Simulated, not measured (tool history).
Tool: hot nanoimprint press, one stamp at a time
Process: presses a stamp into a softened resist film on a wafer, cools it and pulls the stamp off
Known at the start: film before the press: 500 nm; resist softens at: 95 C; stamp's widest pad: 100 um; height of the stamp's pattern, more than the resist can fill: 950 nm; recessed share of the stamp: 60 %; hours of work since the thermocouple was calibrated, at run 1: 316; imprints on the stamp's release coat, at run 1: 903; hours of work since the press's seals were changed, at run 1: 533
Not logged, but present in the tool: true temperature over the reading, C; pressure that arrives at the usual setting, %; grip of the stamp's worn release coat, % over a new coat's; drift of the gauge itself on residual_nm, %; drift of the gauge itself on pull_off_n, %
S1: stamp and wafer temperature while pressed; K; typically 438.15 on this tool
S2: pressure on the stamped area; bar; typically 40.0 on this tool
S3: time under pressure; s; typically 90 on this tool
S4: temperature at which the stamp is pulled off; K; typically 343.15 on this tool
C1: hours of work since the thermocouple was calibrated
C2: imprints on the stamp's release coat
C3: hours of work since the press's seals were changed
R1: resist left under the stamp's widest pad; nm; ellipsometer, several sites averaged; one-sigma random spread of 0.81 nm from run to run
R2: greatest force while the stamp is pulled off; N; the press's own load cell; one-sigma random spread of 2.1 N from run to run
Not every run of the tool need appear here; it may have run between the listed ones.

Run 1, hour 0.0: usual settings; C1 316; C2 903; C3 533. Result: R1 186.2 nm, R2 178 N.
At hour 19.2: stamp cleaned and given a new release coat.
Run 2, hour 46.1: usual settings; C1 332; C2 47; C3 549. Result: R1 186.8 nm, R2 154 N.
Run 3, hour 88.8: usual settings; C1 350; C2 122; C3 566. Result: R1 185.7 nm, R2 163 N.
Run 4, hour 119.1: usual settings; C1 362; C2 175; C3 579. Result: R1 187.1 nm, R2 163 N.
Run 5, hour 141.1: usual settings; C1 371; C2 213; C3 587. Result: R1 187.4 nm, R2 165 N.
Run 6, hour 178.1: usual settings; C1 385; C2 278; C3 602. Result: R1 185.0 nm, R2 165 N.
At hour 217.1: plate thermocouple calibrated.
Run 7, hour 225.1: usual settings; C1 3; C2 354; C3 620. Result: R1 181.6 nm, R2 163 N.
Run 8, hour 274.0: usual settings; C1 23; C2 440; C3 640. Result: R1 182.0 nm, R2 166 N.
At hour 290.7: plate thermocouple calibrated, once more.
Run 9, hour 297.2: usual settings but S4 334.15 K; C1 3; C2 475; C3 648. Result: R1 193.8 nm, R2 210 N.
Run 10, hour 318.7: usual settings but S1 432.15 K; C1 11; C2 513; C3 656. Result: R1 248.6 nm, R2 171 N.
Run 11, hour 340.2: usual settings but S1 432.15 K; C1 20; C2 550; C3 665. Result: R1 245.9 nm, R2 173 N.
Run 12, hour 390.4: usual settings but S1 432.15 K; C1 40; C2 638; C3 685. Result: R1 245.8 nm, R2 174 N.
Run 13, hour 435.4: usual settings but S1 432.15 K; C1 58; C2 716; C3 703. Result: R1 245.2 nm, R2 176 N.
Run 14, hour 469.6: usual settings; C1 72; C2 776; C3 717. Result: R1 192.6 nm, R2 178 N.
Run 15, hour 512.7: usual settings; C1 89; C2 851; C3 734. Result: R1 193.7 nm, R2 180 N.
At hour 561.7: stamp cleaned and given a new release coat.
Run 16, hour 567.4: usual settings; C1 109; C2 10; C3 754. Result: R1 193.4 nm, R2 159 N.
Run 17, hour 599.3: usual settings; C1 122; C2 66; C3 767. Result: R1 193.5 nm, R2 155 N.
Run 18, hour 637.6: usual settings but S1 435.15 K, S2 28.9 bar, S4 335.15 K; C1 137; C2 133; C3 782. Result: R1 253.5 nm, R2 192 N.
Run 19, hour 685.1: usual settings but S1 427.15 K, S3 93 s; C1 156; C2 216; C3 801. Result: R1 292.8 nm, R2 166 N.
Run 20, hour 729.8: usual settings but S2 26.2 bar; C1 174; C2 294; C3 819. Result: R1 237.8 nm, R2 164 N.
Run 21, hour 768.4: usual settings but S2 26.2 bar; C1 190; C2 361; C3 835. Result: R1 235.8 nm, R2 170 N.
Run 22, hour 792.8: usual settings but S2 36.0 bar, S3 56 s; C1 199; C2 404; C3 845. Result: R1 238.7 nm, R2 168 N.
Run 23, hour 827.3: usual settings but S1 431.15 K; C1 213; C2 464; C3 858. Result: R1 251.7 nm, R2 170 N.
Run 24, hour 850.5: usual settings but S1 430.15 K, S4 350.15 K; C1 223; C2 504; C3 868. Result: R1 262.8 nm, R2 142 N.
Run 25, hour 878.6: usual settings but S1 427.15 K, S3 141 s; C1 234; C2 553; C3 879. Result: R1 256.2 nm, R2 172 N.
Run 26, hour 916.5: usual settings but S1 428.15 K, S3 46 s; C1 249; C2 619; C3 894. Result: R1 343.8 nm, R2 168 N.
Run 27, hour 966.1: usual settings but S1 434.15 K, S2 54.1 bar, S3 145 s, S4 332.15 K; C1 269; C2 706; C3 914. Result: R1 160.1 nm, R2 219 N.
Run 28, hour 1007.5: usual settings but S2 39.9 bar, S3 76 s; C1 286; C2 778; C3 931. Result: R1 204.0 nm, R2 175 N.
Run 29, hour 1052.3: usual settings but S1 445.15 K, S2 39.9 bar, S3 76 s, S4 335.15 K; C1 304; C2 857; C3 949. Result: R1 155.9 nm, R2 214 N.
At hour 1098.3: stamp cleaned and given a new release coat.
Run 30, hour 1100.1: usual settings but S1 450.15 K, S2 27.9 bar, S3 67 s, S4 346.15 K; C1 320; C2 4; C3 966. Result: R1 164.3 nm, R2 143 N.

Here are 4 independent what-if runs from the current tool condition. What would each one return?
Run A, hour 1131.0: usual settings but S2 45.1 bar, S3 129 s, S4 334.15 K; C1 333; C2 57; C3 978. Result: R1 ?, R2 ?.
Run B, hour 1131.0: usual settings but S1 450.15 K, S2 27.9 bar, S3 166 s, S4 346.15 K; C1 333; C2 57; C3 978. Result: R1 ?, R2 ?.
Run C, hour 1131.0: usual settings but S1 433.15 K, S2 27.9 bar, S3 67 s, S4 346.15 K; C1 333; C2 57; C3 978. Result: R1 ?, R2 ?.
Run D, hour 1131.0: usual settings but S3 124 s; C1 333; C2 57; C3 978. Result: R1 ?, R2 ?.

run     R1   R2
  A  155.9  192
  B  115.1  150
  C  296.1  147
  D  168.9  160
With no hidden state in the tool, these same runs would have given:
run     R1   R2
  A  155.5  194
  B  115.6  152
  C  299.0  149
  D  169.1  162
